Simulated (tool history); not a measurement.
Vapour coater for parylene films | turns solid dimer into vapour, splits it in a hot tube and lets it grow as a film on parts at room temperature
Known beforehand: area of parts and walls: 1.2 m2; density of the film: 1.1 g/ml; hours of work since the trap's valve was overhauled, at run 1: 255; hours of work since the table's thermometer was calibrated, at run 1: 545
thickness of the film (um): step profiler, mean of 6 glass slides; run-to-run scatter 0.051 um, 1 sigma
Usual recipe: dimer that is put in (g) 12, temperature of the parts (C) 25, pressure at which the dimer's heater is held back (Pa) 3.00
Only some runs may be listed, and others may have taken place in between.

run    hour  dimer that is put in (g)  temperature of the parts (C)  pressure at which the dimer's heater is held back (Pa)  hours of work since the trap's valve was overhauled  hours of work since the table's thermometer was calibrated  thickness of the film (um)
  1     0.0                        12                            25                                                    3.00                                                  255                                                         545                        6.66
  2    34.5                        12                            25                                                    3.00                                                  272                                                         563                        6.59
  3    64.1                        12                            25                                                    9.78                                                  287                                                         578                        6.02
  4    99.4                        12                            25                                                    9.78                                                  305                                                         596                        5.92
  5   136.3                        12                            25                                                    3.00                                                  324                                                         615                        6.59
  6   169.5                        12                            25                                                    3.00                                                  341                                                         631                        6.54
  7   191.0                        12                            25                                                    3.00                                                  352                                                         642                        6.49
  8   218.7                        12                            25                                                    3.00                                                  366                                                         657                        6.54
  9   258.0                        12                            33                                                    3.00                                                  386                                                         676                        4.61
 10   287.0                        12                            25                                                    3.00                                                  401                                                         691                        6.34
 11   319.5                        12                            25                                                    2.24                                                  417                                                         708                        6.58
 12   341.8                         6                            25                                                    2.24                                                  429                                                         719                        3.30
 13   378.5                         6                            25                                                    2.24                                                  447                                                         738                        3.23
 14   409.7                        12                            25                                                    3.00                                                  463                                                         754                        6.30
 15   427.7                        12                            25                                                    3.00                                                  472                                                         763                        6.34
 16   462.2                        12                            25                                                    3.00                                                  490                                                         780                        6.28
 17   495.4                        12                            25                                                    3.00                                                  507                                                         797                        6.23
 18   514.9                        12                            34                                                    3.00                                                  516                                                         807                        4.32
 19   545.3                        12                            34                                                    3.00                                                  532                                                         822                        4.34
 20   577.6                        12                            23                                                    3.00                                                  548                                                         839                        6.65
 21   605.7                         9                            25                                                    3.00                                                  563                                                         853                        4.56
 22   637.5                         9                            25                                                    3.00                                                  579                                                         869                        4.55
 23   680.8                         9                            25                                                    3.00                                                  601                                                         891                        4.55
 24   715.5                         9                            25                                                    3.00                                                  618                                                         909                        4.48
 25   734.3                         5                            25                                                    2.46                                                  628                                                         918                        2.56
 26   773.9                         5                            25                                                    2.46                                                  648                                                         939                        2.49
      781.9  -- trap's valve overhauled
 27   815.3                         9                            21                                                    6.44                                                   17                                                         958                        5.82
 28   855.0                        21                            25                                                    5.44                                                   37                                                         978                       11.44
 29   892.0                         7                            25                                                    3.05                                                   56                                                         997                        4.03
 30   927.3                        12                            24                                                    7.42                                                   74                                                        1014                        6.51
 31   949.5                        12                            24                                                    7.42                                                   85                                                        1026                        6.53
 32   976.1                         8                            21                                                   11.21                                                   99                                                        1039                        4.74
 33  1008.0                         8                            21                                                   11.21                                                  115                                                        1055                        4.74
 34  1040.7                        12                            25                                                    7.05                                                  131                                                        1072                        6.15
 35  1078.1                        18                            27                                                    4.75                                                  150                                                        1091                        8.98
 36  1103.6                        18                            27                                                    4.75                                                  163                                                        1104                        8.91
 37  1131.9                         9                            19                                                    3.00                                                  178                                                        1118                        6.47
 38  1168.0                         9                            19                                                    5.33                                                  196                                                        1137                        6.09
 39  1202.5                        10                            19                                                    5.67                                                  214                                                        1154                        6.59
 40  1221.5                        10                            19                                                    5.67                                                  223                                                        1164                        6.75
 41  1243.8                        10                            19                                                    5.67                                                  235                                                        1175                        6.67
 42  1272.9                         7                            19                                                    4.48                                                  249                                                        1190                        4.73
 43  1311.6                         6                            19                                                    2.40                                                  269                                                        1210                        4.17
 44  1339.6                        21                            20                                                    4.35                                                  283                                                        1224                       13.70

What differs in the tool's unlogged condition from the final listed run ahead of each entry between runs to the first listed run following it?
Logged between run 26 and run 27: trap's valve overhauled (hour 781.9)
  vapour lost through the trap's worn valve, %: 14 -> 0.6
  the result without the hidden state subtracted from the measured one, thickness of the film (um): -0.44 -> -0.08
